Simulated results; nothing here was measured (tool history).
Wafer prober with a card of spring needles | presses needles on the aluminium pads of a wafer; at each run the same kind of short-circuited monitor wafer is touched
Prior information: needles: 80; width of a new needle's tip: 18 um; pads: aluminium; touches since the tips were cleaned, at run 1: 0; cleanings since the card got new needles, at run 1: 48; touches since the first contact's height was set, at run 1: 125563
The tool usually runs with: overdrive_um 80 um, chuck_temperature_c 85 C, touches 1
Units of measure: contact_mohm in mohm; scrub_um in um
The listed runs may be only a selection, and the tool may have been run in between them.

run	day	overdrive_um	chuck_temperature_c	touches	touches since the tips were cleaned	cleanings since the card got new needles	touches since the first contact's height was set	contact_mohm	scrub_um
1	0	80	85	1	0	48	125563	174	21.33
# day 0.625: tips cleaned on abrasive film
2	0.762	80	85	2	1297	49	132871	177	21.43
# day 1.225: tips cleaned on abrasive film
3	1.738	80	85	1	4953	50	142247	174	21.46
# day 1.858: tips cleaned on abrasive film
4	2.204	80	85	1	3355	51	146732	177	21.52
# day 2.496: tips cleaned on abrasive film
5	2.729	80	85	1	2242	52	151754	175	21.35
# day 3.104: tips cleaned on abrasive film
6	3.562	80	85	1	4424	53	159763	179	21.45
# day 3.7: tips cleaned on abrasive film
# day 4.346: tips cleaned on abrasive film
7	4.346	80	85	1	0	55	167251	175	21.62
# day 4.971: tips cleaned on abrasive film
8	5.067	80	85	1	907	56	174150	175	21.59
# day 5.558: tips cleaned on abrasive film
# day 5.625: height of the first contact set anew
9	5.796	61	85	1	2195	57	1654	183	16.44
# day 6.204: tips cleaned on abrasive film
10	6.4	80	85	1	1891	58	7447	176	21.68
# day 6.825: tips cleaned on abrasive film
11	7.283	97	85	1	4411	59	15919	171	26.39
# day 7.421: tips cleaned on abrasive film
# day 8.033: tips cleaned on abrasive film
12	8.362	85	85	1	3197	61	26262	175	23.14
# day 8.633: tips cleaned on abrasive film
13	9.138	72	65	3	4854	62	33680	176	19.6
# day 9.225: tips cleaned on abrasive film
# day 9.842: tips cleaned on abrasive film
14	9.904	72	116	3	630	64	41037	182	19.6
# day 10.458: tips cleaned on abrasive film
15	10.867	63	100	1	3921	65	50271	184	17.23
# day 11.062: tips cleaned on abrasive film
# day 11.65: tips cleaned on abrasive film
16	11.804	96	68	1	1469	67	59244	167	26.22
# day 12.288: tips cleaned on abrasive film
17	12.288	94	37	2	0	68	63862	163	25.94
# day 12.867: gauge calibrated
# day 12.871: tips cleaned on abrasive film
18	13.242	94	94	2	3576	69	73055	174	25.03
# day 13.483: tips cleaned on abrasive film
19	13.683	82	61	2	1958	70	77285	170	21.98
# day 14.138: tips cleaned on abrasive film
20	14.4	82	61	2	2550	71	84145	172	21.98
# day 14.762: tips cleaned on abrasive film
21	15.125	94	85	1	3505	72	91102	170	25.24

Branching from run 21: 3 alternative next runs. What would each branch give?
# day 15.354: tips cleaned on abrasive film
# day 15.946: tips cleaned on abrasive film
A	15.946	80	28	3	0	74	98956	?	?
# day 15.354: tips cleaned on abrasive film
# day 15.946: tips cleaned on abrasive film
B	15.946	61	109	1	0	74	98956	?	?
# day 15.354: tips cleaned on abrasive film
# day 15.946: tips cleaned on abrasive film
C	15.946	80	85	1	0	74	98956	?	?

run	contact_mohm	scrub_um
A	161	21.39
B	186	16.31
C	175	21.47
Without the tool's unlogged condition, the same runs would have read:
run	contact_mohm	scrub_um
A	161	21.25
B	186	16.21
C	175	21.33

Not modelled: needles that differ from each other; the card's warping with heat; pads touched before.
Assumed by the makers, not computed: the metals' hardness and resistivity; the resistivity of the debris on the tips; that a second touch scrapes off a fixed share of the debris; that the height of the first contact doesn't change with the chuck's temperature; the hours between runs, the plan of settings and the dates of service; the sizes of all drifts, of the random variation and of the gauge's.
